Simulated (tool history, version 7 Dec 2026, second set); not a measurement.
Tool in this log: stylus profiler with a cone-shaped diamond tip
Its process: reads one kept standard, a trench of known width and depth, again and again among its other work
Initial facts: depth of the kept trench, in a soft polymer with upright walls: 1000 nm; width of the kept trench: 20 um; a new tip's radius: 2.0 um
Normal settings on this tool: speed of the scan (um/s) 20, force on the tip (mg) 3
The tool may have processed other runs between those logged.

run,hour,speed of the scan (um/s),force on the tip (mg),depth of the trench (angstrom),width of the trench's floor (um)
1,0,20,3,10095.7,14.63
2,36.9,20,3,10098.9,14.6
3,92.9,20,3,10098.8,14.56
4,135.6,20,3,10100.1,14.45
5,187.6,20,3,10098.4,14.41
6,217,20,3,10099,14.34
7,278.2,20,3,10101.1,14.34
8,310.6,20,1.13,10064.7,14.25
9,344,45,3,10097.6,14.17
10,404.8,45,3,10104.3,14.07
11,461.4,20,1.58,10078.4,14.08
12,514.2,20,1.58,10080.2,14.09
13,548.3,20,1.58,10076.9,14
14,578.4,20,1.58,10078.7,14
15,618,34,3,10110.2,13.94
16,647.5,76,3.12,10108.2,13.8
17,710.4,76,3.12,10111.6,13.66
18,752,25,5.72,10148.4,13.88
19,817.9,25,5.72,10148.1,13.79
20,877.3,25,5.72,10177.5,13.74
21,934,25,5.72,10176.8,13.7
22,997.9,48,2.69,10129.5,13.51
23,1038,38,3,10134,13.53
24,1067.6,7,4.12,10154.8,13.66
25,1104.2,7,4.12,10095,13.6
26,1142.9,15,3.67,10090.5,13.58
27,1195.8,56,3.04,10079.1,13.25
28,1235.6,56,3.04,10078,13.29
29,1304.2,13,2.34,10066.9,13.37
30,1359.8,15,4.6,10107.3,13.34

Taken out of this log: 2 entries between the listed runs. Where each belongs, and how the hidden state differs across it:
Run 19 -> run 20: height scale calibrated on a step standard (hour 822.2)
  radius of the tip, um: 5.2 -> 5.28; height scale over the true one, %: 0.356 -> 0.6
  difference, measured minus the result without the unlogged condition, depth of the trench (angstrom): +36 -> +60.6; width of the trench's floor (um): -2.66 -> -2.71
Run 24 -> run 25: height scale calibrated on a step standard, once more (hour 1086.1)
  radius of the tip, um: 5.56 -> 5.61; height scale over the true one, %: 0.632 -> 0.049
  difference, measured minus the result without the unlogged condition, depth of the trench (angstrom): +63.7 -> +5; width of the trench's floor (um): -2.9 -> -2.93
